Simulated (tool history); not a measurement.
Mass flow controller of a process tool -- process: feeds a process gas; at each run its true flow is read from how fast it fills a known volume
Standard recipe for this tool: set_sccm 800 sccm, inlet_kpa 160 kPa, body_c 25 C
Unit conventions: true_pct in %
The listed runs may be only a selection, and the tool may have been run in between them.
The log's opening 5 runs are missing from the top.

run,day,set_sccm,inlet_kpa,body_c,true_pct
6,19.954,800,160,25,100.17
7,22.25,800,160,25,100.48
8,24.342,800,160,25,100.31
9,27.138,800,160,25,100.38
10,31.15,800,160,25,100.49
11,33.679,800,160,25,100.55
12,38.208,800,160,25,100.75
13,40.283,800,160,25,100.72
14,42.808,800,160,25,100.77
15,46.504,800,181,25,101.04
16,49.05,583,160,25,100.81
17,51.533,583,160,25,101.09
18,56.188,559,206,25,101.09
19,58.646,559,206,25,101.14

What will run 20 give?
20,61.862,559,206,25,?

{"run 20": {"true_pct": 101.36}}
With the hidden condition absent and the run-to-run variation left alone, this run would have shown true_pct 99.7 %.

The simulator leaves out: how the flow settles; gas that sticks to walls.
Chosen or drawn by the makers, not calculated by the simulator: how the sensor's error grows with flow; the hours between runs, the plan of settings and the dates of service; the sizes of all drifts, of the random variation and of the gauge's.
